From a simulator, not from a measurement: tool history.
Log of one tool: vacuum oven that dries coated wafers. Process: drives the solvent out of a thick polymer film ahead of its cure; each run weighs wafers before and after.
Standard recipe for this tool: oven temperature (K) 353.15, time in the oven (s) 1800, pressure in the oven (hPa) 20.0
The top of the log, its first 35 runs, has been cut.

run 36 day=43.742 | oven_temperature_(K)=344.15 time_in_the_oven_(s)=1080 pressure_in_the_oven_(hPa)=52.8 | solvent_left_in_the_film_(%)=7.266
run 37 day=45.208 | oven_temperature_(K)=353.15 time_in_the_oven_(s)=2400 pressure_in_the_oven_(hPa)=39.7 | solvent_left_in_the_film_(%)=1.457
run 38 day=45.979 | oven_temperature_(K)=354.15 time_in_the_oven_(s)=2220 pressure_in_the_oven_(hPa)=39.7 | solvent_left_in_the_film_(%)=1.476
run 39 day=47.404 | oven_temperature_(K)=341.15 time_in_the_oven_(s)=2220 pressure_in_the_oven_(hPa)=39.7 | solvent_left_in_the_film_(%)=3.736
run 40 day=48.800 | oven_temperature_(K)=341.15 time_in_the_oven_(s)=2220 pressure_in_the_oven_(hPa)=39.7 | solvent_left_in_the_film_(%)=3.733
run 41 day=49.608 | oven_temperature_(K)=353.15 time_in_the_oven_(s)=2640 pressure_in_the_oven_(hPa)=20.0 | solvent_left_in_the_film_(%)=0.786
run 42 day=50.883 | oven_temperature_(K)=359.15 time_in_the_oven_(s)=2040 pressure_in_the_oven_(hPa)=11.8 | solvent_left_in_the_film_(%)=0.520
run 43 day=52.250 | oven_temperature_(K)=359.15 time_in_the_oven_(s)=1800 pressure_in_the_oven_(hPa)=41.5 | solvent_left_in_the_film_(%)=1.330
run 44 day=53.833 | oven_temperature_(K)=359.15 time_in_the_oven_(s)=1800 pressure_in_the_oven_(hPa)=41.5 | solvent_left_in_the_film_(%)=1.325
run 45 day=55.312 | oven_temperature_(K)=359.15 time_in_the_oven_(s)=1800 pressure_in_the_oven_(hPa)=41.5 | solvent_left_in_the_film_(%)=1.341
run 46 day=56.038 | oven_temperature_(K)=359.15 time_in_the_oven_(s)=2400 pressure_in_the_oven_(hPa)=29.5 | solvent_left_in_the_film_(%)=0.788

Branching from run 46: 3 alternative next runs. What would each branch give?
run A day=57.575 | oven_temperature_(K)=357.15 time_in_the_oven_(s)=1980 pressure_in_the_oven_(hPa)=50.2 | solvent_left_in_the_film_(%)=?
run B day=57.575 | oven_temperature_(K)=359.15 time_in_the_oven_(s)=2160 pressure_in_the_oven_(hPa)=28.7 | solvent_left_in_the_film_(%)=?
run C day=57.575 | oven_temperature_(K)=359.15 time_in_the_oven_(s)=2400 pressure_in_the_oven_(hPa)=26.8 | solvent_left_in_the_film_(%)=?

run=A solvent_left_in_the_film_(%)=1.582
run=B solvent_left_in_the_film_(%)=0.827
run=C solvent_left_in_the_film_(%)=0.737
With no hidden state in the tool, these same runs would have given:
run=A solvent_left_in_the_film_(%)=1.532
run=B solvent_left_in_the_film_(%)=0.789
run=C solvent_left_in_the_film_(%)=0.702
